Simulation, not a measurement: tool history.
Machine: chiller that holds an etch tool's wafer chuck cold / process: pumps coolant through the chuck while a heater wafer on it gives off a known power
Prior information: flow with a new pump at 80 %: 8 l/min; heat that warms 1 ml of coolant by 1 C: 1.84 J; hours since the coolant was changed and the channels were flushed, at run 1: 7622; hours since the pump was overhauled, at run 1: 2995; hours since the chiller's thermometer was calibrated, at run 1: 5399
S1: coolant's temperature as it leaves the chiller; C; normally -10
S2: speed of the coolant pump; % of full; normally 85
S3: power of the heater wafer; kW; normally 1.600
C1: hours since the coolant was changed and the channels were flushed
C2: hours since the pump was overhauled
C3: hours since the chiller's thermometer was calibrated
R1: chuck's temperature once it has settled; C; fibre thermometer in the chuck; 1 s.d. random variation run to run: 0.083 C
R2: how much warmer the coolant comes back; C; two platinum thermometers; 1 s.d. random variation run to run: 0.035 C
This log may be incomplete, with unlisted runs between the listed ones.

run,hour,S1,S2,S3,C1,C2,C3,R1,R2
1,0.0,-10,85,1.600,7622,2995,5399,0.86,6.12
2,40.7,-10,85,1.600,7663,3036,5440,0.93,6.17
3,116.1,-4,85,1.600,7738,3111,5515,6.91,6.12
4,149.5,-4,85,1.600,7771,3145,5549,6.75,6.13
5,228.7,-4,85,1.600,7851,3224,5628,6.76,6.10
# hour 274.8: chiller's thermometer calibrated
6,298.2,-4,85,1.372,7919,3292,23,5.34,5.27
7,361.6,-15,85,1.372,7982,3356,87,-5.62,5.30
8,405.3,-15,85,1.372,8026,3400,131,-5.75,5.21
9,475.9,-15,85,1.372,8097,3470,201,-5.66,5.27
10,511.2,-10,85,1.600,8132,3505,236,0.91,6.16
11,576.7,-13,85,1.600,8197,3571,302,-2.06,6.16
12,657.6,-11,85,0.920,8278,3652,383,-4.73,3.55
13,739.0,-11,86,0.838,8360,3733,464,-5.31,3.19
14,792.0,-10,85,2.129,8413,3786,517,4.46,8.18
15,866.9,-10,68,1.050,8488,3861,592,-1.87,4.99
16,914.3,-17,85,1.786,8535,3908,640,-4.92,6.83
17,971.1,-17,85,1.786,8592,3965,696,-4.71,6.83
18,1034.6,-13,83,1.751,8655,4029,760,-0.88,6.81
19,1085.5,-5,73,0.848,8706,4080,811,1.36,3.77
20,1158.8,-10,80,1.600,8780,4153,884,1.24,6.51
21,1206.7,-16,80,1.345,8828,4201,932,-6.31,5.47

5 options for the next run, each taken on its own from the tool as it stands now. Forecast them:
A,1262.8,-16,79,1.345,8884,4257,988,?,?
B,1262.8,-16,73,1.345,8884,4257,988,?,?
C,1262.8,-6,80,1.345,8884,4257,988,?,?
D,1262.8,-1,71,1.129,8884,4257,988,?,?
E,1262.8,-13,85,0.911,8884,4257,988,?,?

run,R1,R2
A,-6.40,5.57
B,-6.04,5.95
C,3.50,5.52
D,7.55,5.19
E,-6.79,3.52
The same runs, with their run-to-run variation unchanged, on a tool lacking any hidden condition would have given:
run,R1,R2
A,-6.41,5.57
B,-6.05,5.95
C,3.49,5.52
D,7.54,5.19
E,-6.80,3.52
